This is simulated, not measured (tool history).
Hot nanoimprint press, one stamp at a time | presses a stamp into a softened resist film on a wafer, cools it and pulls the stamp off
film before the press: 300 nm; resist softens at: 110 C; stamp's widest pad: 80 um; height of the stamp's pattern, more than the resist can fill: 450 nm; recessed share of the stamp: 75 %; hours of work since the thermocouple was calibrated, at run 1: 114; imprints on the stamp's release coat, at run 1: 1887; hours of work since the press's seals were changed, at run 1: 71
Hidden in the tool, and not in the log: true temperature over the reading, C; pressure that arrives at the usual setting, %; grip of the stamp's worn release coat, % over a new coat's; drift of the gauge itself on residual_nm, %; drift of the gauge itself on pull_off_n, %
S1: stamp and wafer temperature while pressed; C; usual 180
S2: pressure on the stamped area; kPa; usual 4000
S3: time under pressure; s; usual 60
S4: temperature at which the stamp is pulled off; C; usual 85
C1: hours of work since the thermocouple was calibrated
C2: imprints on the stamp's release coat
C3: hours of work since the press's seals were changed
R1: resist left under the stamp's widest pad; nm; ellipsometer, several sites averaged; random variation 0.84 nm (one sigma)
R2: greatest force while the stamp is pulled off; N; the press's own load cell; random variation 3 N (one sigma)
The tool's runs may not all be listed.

| run | day | S1 | S2 | S3 | S4 | C1 | C2 | C3 | R1 | R2 |
|---|---|---|---|---|---|---|---|---|---|---|
| 1 | 0.000 | 180 | 4000 | 60 | 85 | 114 | 1887 | 71 | 139.8 | 237 |
| 2 | 0.654 | 180 | 4000 | 103 | 85 | 123 | 1947 | 80 | 111.9 | 252 |
|  | 1.692 | stamp cleaned and given a new release coat |
| 3 | 2.104 | 180 | 4000 | 103 | 85 | 138 | 38 | 96 | 111.7 | 144 |
| 4 | 2.858 | 180 | 4000 | 68 | 85 | 148 | 107 | 106 | 132.3 | 142 |
| 5 | 3.475 | 180 | 4000 | 68 | 85 | 157 | 164 | 114 | 131.8 | 148 |
| 6 | 4.758 | 180 | 4000 | 76 | 85 | 174 | 281 | 131 | 126.9 | 155 |
| 7 | 5.638 | 180 | 4000 | 76 | 85 | 185 | 362 | 143 | 126.0 | 153 |
| 8 | 6.521 | 180 | 4000 | 76 | 85 | 197 | 443 | 155 | 124.9 | 161 |
| 9 | 7.608 | 180 | 4000 | 76 | 85 | 211 | 543 | 169 | 125.3 | 166 |
| 10 | 8.354 | 180 | 4000 | 76 | 85 | 221 | 611 | 179 | 125.8 | 171 |
| 11 | 8.988 | 180 | 4000 | 76 | 85 | 230 | 669 | 187 | 126.9 | 175 |
| 12 | 10.150 | 180 | 4000 | 76 | 85 | 245 | 776 | 203 | 126.2 | 182 |
| 13 | 10.704 | 180 | 4000 | 76 | 85 | 252 | 827 | 210 | 125.9 | 181 |
| 14 | 11.317 | 180 | 4000 | 60 | 85 | 260 | 883 | 218 | 138.4 | 184 |
| 15 | 11.967 | 180 | 4000 | 60 | 85 | 269 | 942 | 227 | 138.1 | 192 |
| 16 | 12.858 | 180 | 2580 | 41 | 85 | 281 | 1024 | 238 | 184.6 | 189 |
| 17 | 13.783 | 180 | 2580 | 41 | 85 | 293 | 1109 | 251 | 186.1 | 187 |
| 18 | 14.946 | 168 | 4000 | 60 | 81 | 308 | 1216 | 266 | 191.8 | 207 |
| 19 | 16.075 | 168 | 4000 | 60 | 81 | 323 | 1319 | 281 | 193.8 | 216 |

Forecast run 20:
|  | 16.512 | plate thermocouple calibrated |
| 20 | 17.146 | 174 | 3980 | 60 | 85 | 8 | 1406 | 293 | ? | ? |

Run 20 gave R1 165.7 nm, R2 213 N.
Without the tool's hidden state the same run would have given R1 164.2 nm, R2 140 N.

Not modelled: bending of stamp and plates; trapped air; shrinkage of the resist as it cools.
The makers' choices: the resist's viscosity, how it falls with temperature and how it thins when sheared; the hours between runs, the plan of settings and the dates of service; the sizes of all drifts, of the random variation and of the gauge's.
